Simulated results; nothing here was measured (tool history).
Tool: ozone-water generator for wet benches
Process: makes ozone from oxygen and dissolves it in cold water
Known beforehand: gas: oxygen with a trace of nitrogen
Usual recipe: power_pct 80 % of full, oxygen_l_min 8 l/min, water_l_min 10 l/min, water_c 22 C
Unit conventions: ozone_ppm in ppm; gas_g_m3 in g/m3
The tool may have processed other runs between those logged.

run,hour,power_pct,oxygen_l_min,water_l_min,water_c,ozone_ppm,gas_g_m3
1,0,80,8,10,22,39.8,234.6
2,127.2,80,8,10,22,40.1,231.6
3,220.3,80,8,10,22,39.2,233.1
4,298.2,80,8,10,22,39.7,233
5,364.4,80,8,10,18,43.5,232.1
6,476.7,80,8,10,18,43.6,234.1
7,570.2,80,8,10,18,43.4,230.5
8,651.2,80,8,10,18,43.2,233.4
9,715.6,80,8,10,18,43.2,233.4
10,822.8,80,8,10,18,43.1,233.7
11,933,60,4.64,9,20,39.4,247.1
12,1046.4,60,4.64,9,20,38.8,246.5
# hour 1079.5: contactor cleaned
13,1158.6,54,8,10,28,25.7,172.1
14,1215.9,54,6.95,8,28,29.7,185.3
15,1331.7,54,6.95,8,28,29.8,184.5
# hour 1347: water thermometer calibrated
16,1398.6,79,10.07,9,17,45,202.8
17,1456.1,79,10.07,9,17,44.3,199.5

Each row is a separate what-if for the run after 17, all from the same tool condition, not one after another. Results?
A,1532.8,75,6.62,9,28,?,?
B,1532.8,79,10.07,9,21,?,?
C,1532.8,43,9.42,13,22,?,?

run,ozone_ppm,gas_g_m3
A,36.8,244.4
B,40.3,202
C,21.3,132.5
What these runs would have given with no unlogged condition in the tool:
run,ozone_ppm,gas_g_m3
A,39.3,259.7
B,43.1,215.1
C,22.2,137.4

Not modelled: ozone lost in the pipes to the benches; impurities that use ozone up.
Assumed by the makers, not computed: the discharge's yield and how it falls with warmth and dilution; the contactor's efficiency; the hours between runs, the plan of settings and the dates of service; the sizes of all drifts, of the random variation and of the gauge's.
